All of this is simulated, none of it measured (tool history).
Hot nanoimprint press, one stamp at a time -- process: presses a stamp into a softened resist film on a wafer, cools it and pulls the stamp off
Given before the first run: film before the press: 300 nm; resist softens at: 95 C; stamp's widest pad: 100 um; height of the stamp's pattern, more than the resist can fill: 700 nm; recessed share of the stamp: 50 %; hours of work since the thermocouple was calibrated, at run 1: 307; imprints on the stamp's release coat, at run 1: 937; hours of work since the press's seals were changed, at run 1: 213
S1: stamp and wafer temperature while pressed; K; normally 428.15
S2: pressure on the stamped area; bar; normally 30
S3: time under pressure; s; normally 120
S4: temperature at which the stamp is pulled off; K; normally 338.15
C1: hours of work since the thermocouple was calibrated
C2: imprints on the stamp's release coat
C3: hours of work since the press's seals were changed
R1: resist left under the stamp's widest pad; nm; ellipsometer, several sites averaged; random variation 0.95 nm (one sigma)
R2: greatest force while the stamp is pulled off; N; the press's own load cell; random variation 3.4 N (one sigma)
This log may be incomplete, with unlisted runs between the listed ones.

Run 1, hour 0: usual settings; C1 307; C2 937; C3 213. Result: R1 139.7 nm, R2 163 N.
Run 2, hour 19.1: usual settings; C1 317; C2 994; C3 223. Result: R1 141.2 nm, R2 166 N.
Run 3, hour 31.6: usual settings but S4 345.15 K; C1 323; C2 1032; C3 230. Result: R1 139.5 nm, R2 150 N.
Run 4, hour 44.4: usual settings but S4 345.15 K; C1 330; C2 1071; C3 237. Result: R1 140.6 nm, R2 150 N.
Run 5, hour 55: usual settings but S4 345.15 K; C1 336; C2 1104; C3 242. Result: R1 141.3 nm, R2 150 N.
Run 6, hour 65.8: usual settings but S1 439.15 K, S4 345.15 K; C1 342; C2 1136; C3 248. Result: R1 99.5 nm, R2 151 N.
Run 7, hour 81.9: usual settings but S1 439.15 K, S4 345.15 K; C1 350; C2 1185; C3 257. Result: R1 99.9 nm, R2 152 N.
Run 8, hour 92.8: usual settings but S4 329.15 K; C1 356; C2 1218; C3 262. Result: R1 140.4 nm, R2 183 N.
Run 9, hour 113.6: usual settings but S4 329.15 K; C1 367; C2 1282; C3 274. Result: R1 139.8 nm, R2 185 N.
Run 10, hour 137: usual settings but S4 329.15 K; C1 380; C2 1352; C3 286. Result: R1 138.1 nm, R2 180 N.
Run 11, hour 149: usual settings but S4 329.15 K; C1 386; C2 1389; C3 292. Result: R1 139.9 nm, R2 179 N.
Run 12, hour 162.6: usual settings but S4 329.15 K; C1 393; C2 1430; C3 300. Result: R1 139.9 nm, R2 182 N.
Run 13, hour 181.6: usual settings but S2 33 bar, S4 329.15 K; C1 404; C2 1488; C3 310. Result: R1 133.3 nm, R2 187 N.
Run 14, hour 200: usual settings but S2 21.7 bar, S4 329.15 K; C1 413; C2 1544; C3 320. Result: R1 163.1 nm, R2 184 N.
Run 15, hour 221.2: usual settings but S2 44 bar; C1 425; C2 1608; C3 331. Result: R1 117.1 nm, R2 166 N.
Run 16, hour 240.3: usual settings but S3 126 s; C1 435; C2 1666; C3 341. Result: R1 139.4 nm, R2 167 N.
Run 17, hour 258.7: usual settings but S3 126 s; C1 445; C2 1722; C3 351. Result: R1 137.9 nm, R2 168 N.
Run 18, hour 268.9: usual settings but S3 126 s; C1 450; C2 1753; C3 357. Result: R1 140 nm, R2 165 N.
Run 19, hour 292.3: usual settings but S1 431.15 K, S2 23.4 bar, S3 126 s, S4 336.15 K; C1 463; C2 1824; C3 369. Result: R1 139.4 nm, R2 167 N.
Run 20, hour 315.8: usual settings but S2 43.2 bar, S3 148 s, S4 336.15 K; C1 475; C2 1895; C3 382. Result: R1 108.9 nm, R2 168 N.
Run 21, hour 340.8: usual settings but S1 427.15 K, S2 42.8 bar, S3 86 s, S4 324.15 K; C1 489; C2 1971; C3 395. Result: R1 138.7 nm, R2 195 N.
Run 22, hour 360.3: usual settings but S1 425.15 K, S2 20.5 bar, S4 332.15 K; C1 499; C2 2030; C3 405. Result: R1 181.5 nm, R2 176 N.
At hour 380.3: stamp cleaned and given a new release coat.
Run 23, hour 383.3: usual settings but S1 426.15 K; C1 508; C2 9; C3 414. Result: R1 150.1 nm, R2 165 N.
Run 24, hour 408: usual settings but S1 423.15 K; C1 521; C2 84; C3 428. Result: R1 163.3 nm, R2 162 N.
Run 25, hour 426.1: usual settings but S1 419.15 K, S4 339.15 K; C1 531; C2 139; C3 437. Result: R1 186.5 nm, R2 169 N.
Run 26, hour 438.3: usual settings but S4 335.15 K; C1 538; C2 176; C3 444. Result: R1 140.1 nm, R2 172 N.
Run 27, hour 462.7: usual settings but S4 337.15 K; C1 551; C2 250; C3 457. Result: R1 140.1 nm, R2 161 N.
Run 28, hour 479.3: usual settings but S4 337.15 K; C1 559; C2 300; C3 466. Result: R1 141.5 nm, R2 167 N.
Run 29, hour 495.1: usual settings but S4 337.15 K; C1 568; C2 348; C3 474. Result: R1 140.5 nm, R2 167 N.

The same runs without the tool's hidden state, with the same run-to-run variation:
Hidden conditions of the tool in this case: true temperature over the reading, C; pressure that arrives at the usual setting, %; grip of the stamp's worn release coat, % over a new coat's; drift of the gauge itself on residual_nm, %; drift of the gauge itself on pull_off_n, %.
run     R1
  1  140.2
  2  141.7
  3    140
  4  141.1
  5  141.8
  6   99.8
  7  100.3
  8  140.9
  9  140.3
 10  138.7
 11  140.5
 12  140.5
 13  133.9
 14  163.8
 15  117.6
 16  140.1
 17  138.6
 18  140.7
 19  140.1
 20  109.5
 21  139.4
 22  182.4
 23  150.9
 24  164.2
 25  187.5
 26  140.9
 27  140.9
 28  142.3
 29  141.3
For R2, the value without the hidden state is never more than 2 N from the measured value.
